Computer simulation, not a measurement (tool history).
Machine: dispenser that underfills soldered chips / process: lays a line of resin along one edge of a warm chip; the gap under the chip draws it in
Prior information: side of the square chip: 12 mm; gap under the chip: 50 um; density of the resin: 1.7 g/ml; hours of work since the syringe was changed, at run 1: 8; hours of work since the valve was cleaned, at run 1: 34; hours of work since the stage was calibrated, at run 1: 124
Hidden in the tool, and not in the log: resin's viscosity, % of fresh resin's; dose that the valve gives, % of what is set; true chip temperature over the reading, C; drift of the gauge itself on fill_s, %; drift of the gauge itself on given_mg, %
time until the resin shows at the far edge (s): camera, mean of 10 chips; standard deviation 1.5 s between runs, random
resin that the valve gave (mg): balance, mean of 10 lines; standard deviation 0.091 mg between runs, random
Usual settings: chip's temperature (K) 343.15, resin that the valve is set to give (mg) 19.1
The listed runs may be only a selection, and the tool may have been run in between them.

| run | hour | chip's temperature (K) | resin that the valve is set to give (mg) | hours of work since the syringe was changed | hours of work since the valve was cleaned | hours of work since the stage was calibrated | time until the resin shows at the far edge (s) | resin that the valve gave (mg) |
|---|---|---|---|---|---|---|---|---|
| 1 | 0.0 | 343.15 | 19.1 | 8 | 34 | 124 | 243.1 | 18.47 |
|  | 4.2 | new syringe of resin |
| 2 | 11.5 | 343.15 | 19.1 | 6 | 43 | 133 | 210.0 | 18.24 |
|  | 18.1 | new syringe of resin |
| 3 | 22.5 | 343.15 | 19.1 | 3 | 51 | 141 | 183.3 | 18.10 |
|  | 32.3 | new syringe of resin |
| 4 | 33.7 | 343.15 | 19.1 | 1 | 59 | 150 | 157.4 | 17.89 |
| 5 | 44.0 | 343.15 | 21.4 | 9 | 67 | 158 | 261.5 | 19.94 |
|  | 46.3 | new syringe of resin |
| 6 | 48.8 | 343.15 | 21.4 | 2 | 71 | 161 | 160.9 | 19.89 |
| 7 | 55.6 | 343.15 | 21.4 | 7 | 76 | 166 | 225.5 | 19.47 |
|  | 60.5 | new syringe of resin |
| 8 | 63.4 | 343.15 | 21.4 | 2 | 82 | 172 | 169.8 | 19.56 |
| 9 | 70.6 | 343.15 | 22.2 | 8 | 88 | 178 | 243.1 | 20.43 |
|  | 74.5 | new syringe of resin |
| 10 | 80.4 | 343.15 | 22.2 | 5 | 95 | 185 | 190.6 | 20.11 |
|  | 88.4 | new syringe of resin |
| 11 | 88.5 | 330.15 | 17.2 | 0 | 101 | 191 | 302.3 | 15.44 |
| 12 | 93.3 | 330.15 | 17.2 | 4 | 105 | 195 | 381.1 | 15.40 |
| 13 | 101.8 | 330.15 | 21.5 | 10 | 111 | 202 | 558.1 | 19.09 |
|  | 102.8 | new syringe of resin |
| 14 | 110.8 | 344.15 | 21.5 | 6 | 118 | 208 | 202.2 | 18.93 |
|  | 114.4 | dispensing valve cleaned and set on the balance |
| 15 | 117.0 | 352.15 | 17.1 | 10 | 2 | 212 | 183.0 | 17.13 |
|  | 117.8 | new syringe of resin |
| 16 | 126.3 | 352.15 | 17.1 | 7 | 9 | 219 | 146.2 | 17.01 |
|  | 131.7 | new syringe of resin |
| 17 | 136.0 | 343.15 | 20.4 | 3 | 16 | 227 | 178.3 | 20.00 |
|  | 145.7 | new syringe of resin |
| 18 | 146.8 | 335.15 | 23.5 | 1 | 24 | 235 | 222.2 | 22.86 |
| 19 | 157.8 | 353.15 | 20.2 | 9 | 33 | 243 | 162.1 | 19.60 |
|  | 159.8 | new syringe of resin |
| 20 | 165.8 | 335.15 | 21.4 | 5 | 39 | 249 | 290.3 | 20.69 |

What if the next run were any one of these 4? Each begins from the tool's condition after run 20:
|  | 173.7 | new syringe of resin |
| A | 175.0 | 343.15 | 22.2 | 1 | 46 | 256 | ? | ? |
|  | 173.7 | new syringe of resin |
| B | 175.0 | 343.15 | 17.2 | 1 | 46 | 256 | ? | ? |
|  | 173.7 | new syringe of resin |
| C | 175.0 | 334.15 | 19.9 | 1 | 46 | 256 | ? | ? |
|  | 173.7 | new syringe of resin |
| D | 175.0 | 347.15 | 18.3 | 1 | 46 | 256 | ? | ? |

| run | time until the resin shows at the far edge (s) | resin that the valve gave (mg) |
|---|---|---|
| A | 149.5 | 21.11 |
| B | 150.5 | 16.34 |
| C | 231.8 | 18.90 |
| D | 123.2 | 17.59 |
The same runs, with their run-to-run variation unchanged, on a tool lacking any hidden condition would have given:
| run | time until the resin shows at the far edge (s) | resin that the valve gave (mg) |
|---|---|---|
| A | 147.6 | 22.08 |
| B | 147.4 | 17.09 |
| C | 228.6 | 19.77 |
| D | 120.9 | 18.40 |
